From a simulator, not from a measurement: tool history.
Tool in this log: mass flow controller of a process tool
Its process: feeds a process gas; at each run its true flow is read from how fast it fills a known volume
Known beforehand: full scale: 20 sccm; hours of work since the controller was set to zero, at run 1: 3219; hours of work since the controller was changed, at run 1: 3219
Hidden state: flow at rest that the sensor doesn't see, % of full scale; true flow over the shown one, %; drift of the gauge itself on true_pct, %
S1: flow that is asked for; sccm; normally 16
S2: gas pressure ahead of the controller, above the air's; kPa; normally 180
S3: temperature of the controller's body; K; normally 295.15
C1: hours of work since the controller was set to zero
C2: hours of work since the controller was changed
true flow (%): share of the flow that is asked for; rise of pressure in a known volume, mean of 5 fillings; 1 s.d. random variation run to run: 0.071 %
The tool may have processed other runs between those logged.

{"run": 1, "hour": 0.0, "S1": 16, "S2": 180, "S3": 295.15, "C1": 3219, "C2": 3219, "true flow (%)": 100.28}
{"run": 2, "hour": 165.3, "S1": 16, "S2": 180, "S3": 295.15, "C1": 3317, "C2": 3317, "true flow (%)": 100.35}
{"run": 3, "hour": 312.9, "S1": 16, "S2": 180, "S3": 295.15, "C1": 3404, "C2": 3404, "true flow (%)": 100.31}
{"run": 4, "hour": 505.0, "S1": 16, "S2": 180, "S3": 294.15, "C1": 3518, "C2": 3518, "true flow (%)": 100.36}
{"run": 5, "hour": 683.6, "S1": 16, "S2": 180, "S3": 294.15, "C1": 3624, "C2": 3624, "true flow (%)": 100.39}
{"run": 6, "hour": 857.5, "S1": 16, "S2": 180, "S3": 294.15, "C1": 3727, "C2": 3727, "true flow (%)": 100.52}
{"run": 7, "hour": 990.1, "S1": 18, "S2": 180, "S3": 295.15, "C1": 3805, "C2": 3805, "true flow (%)": 100.65}
{"run": 8, "hour": 1159.0, "S1": 18, "S2": 180, "S3": 295.15, "C1": 3906, "C2": 3906, "true flow (%)": 100.62}
{"run": 9, "hour": 1313.8, "S1": 16, "S2": 218, "S3": 295.15, "C1": 3997, "C2": 3997, "true flow (%)": 100.66}
{"run": 10, "hour": 1510.8, "S1": 16, "S2": 218, "S3": 295.15, "C1": 4114, "C2": 4114, "true flow (%)": 100.7}
{"run": 11, "hour": 1646.7, "S1": 16, "S2": 180, "S3": 295.15, "C1": 4194, "C2": 4194, "true flow (%)": 100.68}
{"run": 12, "hour": 1835.7, "S1": 16, "S2": 180, "S3": 295.15, "C1": 4306, "C2": 4306, "true flow (%)": 100.66}
{"run": 13, "hour": 2025.1, "S1": 16, "S2": 180, "S3": 295.15, "C1": 4418, "C2": 4418, "true flow (%)": 100.71}
{"run": 14, "hour": 2210.0, "S1": 16, "S2": 180, "S3": 295.15, "C1": 4528, "C2": 4528, "true flow (%)": 100.79}
{"run": 15, "hour": 2416.0, "S1": 16, "S2": 180, "S3": 295.15, "C1": 4650, "C2": 4650, "true flow (%)": 100.68}
{"run": 16, "hour": 2515.8, "S1": 16, "S2": 180, "S3": 295.15, "C1": 4709, "C2": 4709, "true flow (%)": 100.9}
{"run": 17, "hour": 2661.8, "S1": 16, "S2": 180, "S3": 295.15, "C1": 4795, "C2": 4795, "true flow (%)": 100.86}
{"run": 18, "hour": 2858.3, "S1": 16, "S2": 180, "S3": 295.15, "C1": 4912, "C2": 4912, "true flow (%)": 100.77}
{"run": 19, "hour": 3020.5, "S1": 16, "S2": 180, "S3": 295.15, "C1": 5008, "C2": 5008, "true flow (%)": 100.92}
{"run": 20, "hour": 3106.0, "S1": 16, "S2": 180, "S3": 295.15, "C1": 5059, "C2": 5059, "true flow (%)": 100.86}
{"run": 21, "hour": 3220.6, "S1": 16, "S2": 180, "S3": 295.15, "C1": 5126, "C2": 5126, "true flow (%)": 100.89}
{"run": 22, "hour": 3371.3, "S1": 16, "S2": 180, "S3": 295.15, "C1": 5216, "C2": 5216, "true flow (%)": 100.82}
{"run": 23, "hour": 3455.5, "S1": 16, "S2": 180, "S3": 295.15, "C1": 5265, "C2": 5265, "true flow (%)": 100.94}
{"run": 24, "hour": 3585.4, "S1": 16, "S2": 180, "S3": 295.15, "C1": 5342, "C2": 5342, "true flow (%)": 100.92}
{"run": 25, "hour": 3677.5, "S1": 13, "S2": 239, "S3": 298.15, "C1": 5397, "C2": 5397, "true flow (%)": 101.08}
{"run": 26, "hour": 3766.2, "S1": 13, "S2": 239, "S3": 298.15, "C1": 5449, "C2": 5449, "true flow (%)": 101.05}
{"run": 27, "hour": 3968.9, "S1": 13, "S2": 239, "S3": 298.15, "C1": 5569, "C2": 5569, "true flow (%)": 101.01}
{"run": 28, "hour": 4164.8, "S1": 18, "S2": 206, "S3": 308.15, "C1": 5685, "C2": 5685, "true flow (%)": 100.62}
{"run": 29, "hour": 4362.4, "S1": 16, "S2": 244, "S3": 297.15, "C1": 5802, "C2": 5802, "true flow (%)": 101.3}
{"run": 30, "hour": 4485.9, "S1": 10, "S2": 244, "S3": 297.15, "C1": 5876, "C2": 5876, "true flow (%)": 101.32}
{"run": 31, "hour": 4656.6, "S1": 10, "S2": 244, "S3": 302.15, "C1": 5977, "C2": 5977, "true flow (%)": 101.21}
{"run": 32, "hour": 4809.4, "S1": 4, "S2": 204, "S3": 301.15, "C1": 6067, "C2": 6067, "true flow (%)": 103.07}
{"run": 33, "hour": 4955.2, "S1": 4, "S2": 151, "S3": 295.15, "C1": 6154, "C2": 6154, "true flow (%)": 103.3}
{"run": 34, "hour": 5069.3, "S1": 16, "S2": 140, "S3": 295.15, "C1": 6221, "C2": 6221, "true flow (%)": 100.91}
{"run": 35, "hour": 5263.3, "S1": 4, "S2": 180, "S3": 294.15, "C1": 6336, "C2": 6336, "true flow (%)": 103.49}
{"hour": 5445.6, "done": "controller's zero set anew"}
{"run": 36, "hour": 5453.0, "S1": 4, "S2": 180, "S3": 294.15, "C1": 4, "C2": 6448, "true flow (%)": 99.34}
{"run": 37, "hour": 5540.6, "S1": 4, "S2": 180, "S3": 294.15, "C1": 56, "C2": 6500, "true flow (%)": 99.25}
{"run": 38, "hour": 5667.3, "S1": 4, "S2": 180, "S3": 294.15, "C1": 131, "C2": 6575, "true flow (%)": 99.32}
{"run": 39, "hour": 5856.7, "S1": 9, "S2": 180, "S3": 301.15, "C1": 243, "C2": 6687, "true flow (%)": 99.49}
{"run": 40, "hour": 6009.7, "S1": 9, "S2": 180, "S3": 301.15, "C1": 334, "C2": 6778, "true flow (%)": 99.48}
{"run": 41, "hour": 6118.2, "S1": 9, "S2": 180, "S3": 300.15, "C1": 398, "C2": 6842, "true flow (%)": 99.57}
{"run": 42, "hour": 6299.6, "S1": 5, "S2": 179, "S3": 293.15, "C1": 506, "C2": 6949, "true flow (%)": 99.63}
{"run": 43, "hour": 6464.5, "S1": 16, "S2": 159, "S3": 313.15, "C1": 603, "C2": 7047, "true flow (%)": 99.52}
{"run": 44, "hour": 6670.0, "S1": 7, "S2": 152, "S3": 313.15, "C1": 725, "C2": 7169, "true flow (%)": 98.82}
{"run": 45, "hour": 6761.9, "S1": 13, "S2": 231, "S3": 296.15, "C1": 779, "C2": 7223, "true flow (%)": 100.39}
{"run": 46, "hour": 6932.9, "S1": 13, "S2": 231, "S3": 296.15, "C1": 881, "C2": 7324, "true flow (%)": 100.41}
{"run": 47, "hour": 7123.6, "S1": 13, "S2": 231, "S3": 296.15, "C1": 994, "C2": 7437, "true flow (%)": 100.44}

5 options for the next run, each taken on its own from the tool as it stands now. Forecast them:
{"run": "A", "hour": 7259.1, "S1": 4, "S2": 180, "S3": 295.15, "C1": 1074, "C2": 7518, "true flow (%)": "?"}
{"run": "B", "hour": 7259.1, "S1": 13, "S2": 147, "S3": 306.15, "C1": 1074, "C2": 7518, "true flow (%)": "?"}
{"run": "C", "hour": 7259.1, "S1": 11, "S2": 208, "S3": 308.15, "C1": 1074, "C2": 7518, "true flow (%)": "?"}
{"run": "D", "hour": 7259.1, "S1": 2, "S2": 180, "S3": 303.15, "C1": 1074, "C2": 7518, "true flow (%)": "?"}
{"run": "E", "hour": 7259.1, "S1": 3, "S2": 180, "S3": 309.15, "C1": 1074, "C2": 7518, "true flow (%)": "?"}

run=A true_flow_(%)=100.03
run=B true_flow_(%)=99.71
run=C true_flow_(%)=99.6
run=D true_flow_(%)=100.38
run=E true_flow_(%)=99.62
Without the tool's unlogged condition, the same runs would have read:
run=A true_flow_(%)=98.62
run=B true_flow_(%)=98.87
run=C true_flow_(%)=98.71
run=D true_flow_(%)=98.13
run=E true_flow_(%)=97.92
